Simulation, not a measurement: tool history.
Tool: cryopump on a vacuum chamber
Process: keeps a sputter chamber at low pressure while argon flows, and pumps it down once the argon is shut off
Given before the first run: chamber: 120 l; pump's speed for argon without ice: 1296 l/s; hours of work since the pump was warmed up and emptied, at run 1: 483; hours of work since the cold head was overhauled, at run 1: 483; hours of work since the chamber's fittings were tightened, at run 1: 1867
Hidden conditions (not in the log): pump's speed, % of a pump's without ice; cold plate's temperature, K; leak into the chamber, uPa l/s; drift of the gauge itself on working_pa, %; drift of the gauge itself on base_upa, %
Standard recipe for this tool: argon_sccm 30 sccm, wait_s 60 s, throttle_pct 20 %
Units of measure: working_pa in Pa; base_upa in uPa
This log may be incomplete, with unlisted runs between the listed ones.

run,hour,argon_sccm,wait_s,throttle_pct,hours of work since the pump was warmed up and emptied,hours of work since the cold head was overhauled,hours of work since the chamber's fittings were tightened,working_pa,base_upa
1,0,30,60,20,483,483,1867,0.2059,3.87
2,33.3,30,60,20,504,504,1888,0.2042,3.99
3,71.3,30,60,20,527,527,1911,0.2066,4.11
4,102.8,30,60,20,546,546,1930,0.2074,4.08
5,140.3,30,60,20,569,569,1953,0.2087,3.96
6,181.4,30,60,20,594,594,1979,0.2076,4.24
7,209.4,25,60,20,612,612,1996,0.1756,4.25
8,243.2,25,60,20,632,632,2017,0.1743,4.29
9,268.2,41,60,23,648,648,2032,0.252,4.22
# hour 289.6: pump warmed up, emptied and cooled again
10,304.6,41,60,23,9,667,2051,0.2335,3.78
11,349.1,41,207,23,37,694,2079,0.2338,2.64
12,378.3,16,93,35,54,712,2096,0.061,3.16
13,408.1,16,93,35,73,731,2115,0.0606,3.23
14,450.2,21,93,21,99,756,2141,0.1316,3.32
15,479.1,21,93,21,116,774,2158,0.1315,3.21

Forecast each of these 4 alternatives for the next run:
A,515.3,58,93,21,139,796,2181,?,?
B,515.3,21,42,21,139,796,2181,?,?
C,515.3,21,93,38,139,796,2181,?,?
D,515.3,30,53,20,139,796,2181,?,?

run,working_pa,base_upa
A,0.366,3.32
B,0.1322,4.52
C,0.0749,3.27
D,0.2003,4.11
Stripped of hidden state, with their random variation kept, the same runs would have yielded:
run,working_pa,base_upa
A,0.3595,1.24
B,0.1298,2.45
C,0.0726,1.23
D,0.197,2
